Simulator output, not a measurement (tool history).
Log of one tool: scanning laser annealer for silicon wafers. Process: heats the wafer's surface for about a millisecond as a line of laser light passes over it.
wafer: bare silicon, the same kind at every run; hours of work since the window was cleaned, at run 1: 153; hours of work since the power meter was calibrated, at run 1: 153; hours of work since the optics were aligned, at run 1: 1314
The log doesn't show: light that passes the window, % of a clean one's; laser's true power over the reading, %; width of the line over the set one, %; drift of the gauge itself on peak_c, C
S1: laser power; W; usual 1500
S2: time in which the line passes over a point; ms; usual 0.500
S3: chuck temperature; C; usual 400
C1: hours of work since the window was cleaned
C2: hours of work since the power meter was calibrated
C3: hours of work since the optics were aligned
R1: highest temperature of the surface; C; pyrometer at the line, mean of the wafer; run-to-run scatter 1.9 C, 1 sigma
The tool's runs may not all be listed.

| run | hour | S1 | S2 | S3 | C1 | C2 | C3 | R1 |
|---|---|---|---|---|---|---|---|---|
| 1 | 0.0 | 1500 | 0.500 | 400 | 153 | 153 | 1314 | 1147 |
| 2 | 36.0 | 1500 | 0.500 | 400 | 181 | 181 | 1342 | 1145 |
| 3 | 73.4 | 1500 | 0.500 | 400 | 209 | 209 | 1371 | 1146 |
| 4 | 104.4 | 1500 | 0.500 | 400 | 233 | 233 | 1394 | 1140 |
| 5 | 152.8 | 1500 | 0.500 | 400 | 270 | 270 | 1432 | 1144 |
| 6 | 211.0 | 1500 | 0.500 | 400 | 315 | 315 | 1476 | 1138 |
| 7 | 265.5 | 1500 | 0.383 | 400 | 357 | 357 | 1518 | 1035 |
| 8 | 321.0 | 1500 | 0.383 | 400 | 400 | 400 | 1561 | 1031 |
| 9 | 352.1 | 1500 | 0.383 | 400 | 424 | 424 | 1585 | 1024 |
| 10 | 403.4 | 1500 | 0.500 | 400 | 463 | 463 | 1624 | 1126 |
| 11 | 455.7 | 1500 | 0.463 | 400 | 503 | 503 | 1664 | 1099 |
| 12 | 492.5 | 1500 | 0.445 | 400 | 531 | 531 | 1693 | 1076 |
| 13 | 544.0 | 1309 | 0.500 | 400 | 571 | 571 | 1732 | 1028 |
| 14 | 591.4 | 1309 | 0.500 | 400 | 607 | 607 | 1769 | 1026 |
| 15 | 627.1 | 1309 | 0.500 | 400 | 635 | 635 | 1796 | 1025 |
| 16 | 686.3 | 1309 | 0.464 | 400 | 680 | 680 | 1842 | 1000 |
|  | 696.3 | optics aligned, line set to its width |
| 17 | 740.1 | 1309 | 0.464 | 400 | 718 | 718 | 34 | 1012 |
| 18 | 768.3 | 1309 | 0.464 | 400 | 739 | 739 | 55 | 1003 |
| 19 | 819.8 | 1309 | 0.554 | 400 | 779 | 779 | 95 | 1070 |
| 20 | 843.6 | 1309 | 0.554 | 400 | 797 | 797 | 113 | 1067 |
| 21 | 887.6 | 1457 | 0.500 | 400 | 831 | 831 | 147 | 1101 |
| 22 | 943.1 | 1325 | 0.500 | 400 | 874 | 874 | 190 | 1038 |
| 23 | 973.4 | 1358 | 0.374 | 400 | 897 | 897 | 213 | 950 |
| 24 | 1011.3 | 1401 | 0.374 | 400 | 926 | 926 | 242 | 967 |
| 25 | 1061.0 | 1513 | 0.560 | 362 | 964 | 964 | 280 | 1134 |
|  | 1071.6 | window over the wafer cleaned |
| 26 | 1118.5 | 1326 | 0.386 | 393 | 36 | 1007 | 323 | 966 |
| 27 | 1146.4 | 1563 | 0.362 | 400 | 57 | 1028 | 344 | 1057 |
| 28 | 1171.5 | 1538 | 0.500 | 403 | 77 | 1048 | 364 | 1175 |
| 29 | 1208.5 | 1526 | 0.568 | 417 | 105 | 1076 | 392 | 1245 |
| 30 | 1266.8 | 1526 | 0.568 | 420 | 150 | 1121 | 437 | 1238 |
| 31 | 1318.8 | 1305 | 0.403 | 394 | 190 | 1161 | 477 | 966 |
| 32 | 1358.7 | 1305 | 0.403 | 394 | 221 | 1192 | 507 | 965 |
| 33 | 1417.9 | 1399 | 0.404 | 401 | 266 | 1237 | 553 | 1014 |
| 34 | 1477.2 | 1647 | 0.404 | 389 | 312 | 1283 | 598 | 1111 |
| 35 | 1519.9 | 1484 | 0.404 | 389 | 344 | 1315 | 631 | 1039 |
| 36 | 1562.5 | 1595 | 0.453 | 420 | 377 | 1348 | 664 | 1161 |
| 37 | 1611.6 | 1595 | 0.453 | 420 | 415 | 1386 | 702 | 1158 |
| 38 | 1652.7 | 1595 | 0.453 | 420 | 447 | 1418 | 733 | 1157 |
| 39 | 1683.3 | 1341 | 0.581 | 439 | 470 | 1441 | 757 | 1147 |
| 40 | 1737.7 | 1549 | 0.467 | 400 | 512 | 1483 | 799 | 1127 |
| 41 | 1774.1 | 1286 | 0.401 | 369 | 540 | 1511 | 827 | 911 |

Alternative continuations, all from the tool just after run 41; predict every row:
| A | 1824.6 | 1546 | 0.516 | 369 | 579 | 1550 | 865 | ? |
| B | 1824.6 | 1407 | 0.500 | 400 | 579 | 1550 | 865 | ? |
| C | 1824.6 | 1286 | 0.608 | 369 | 579 | 1550 | 865 | ? |
| D | 1824.6 | 1427 | 0.462 | 394 | 579 | 1550 | 865 | ? |

| run | R1 |
|---|---|
| A | 1130 |
| B | 1080 |
| C | 1059 |
| D | 1053 |
Stripped of hidden state, with their random variation kept, the same runs would have yielded:
| run | R1 |
|---|---|
| A | 1172 |
| B | 1118 |
| C | 1098 |
| D | 1090 |

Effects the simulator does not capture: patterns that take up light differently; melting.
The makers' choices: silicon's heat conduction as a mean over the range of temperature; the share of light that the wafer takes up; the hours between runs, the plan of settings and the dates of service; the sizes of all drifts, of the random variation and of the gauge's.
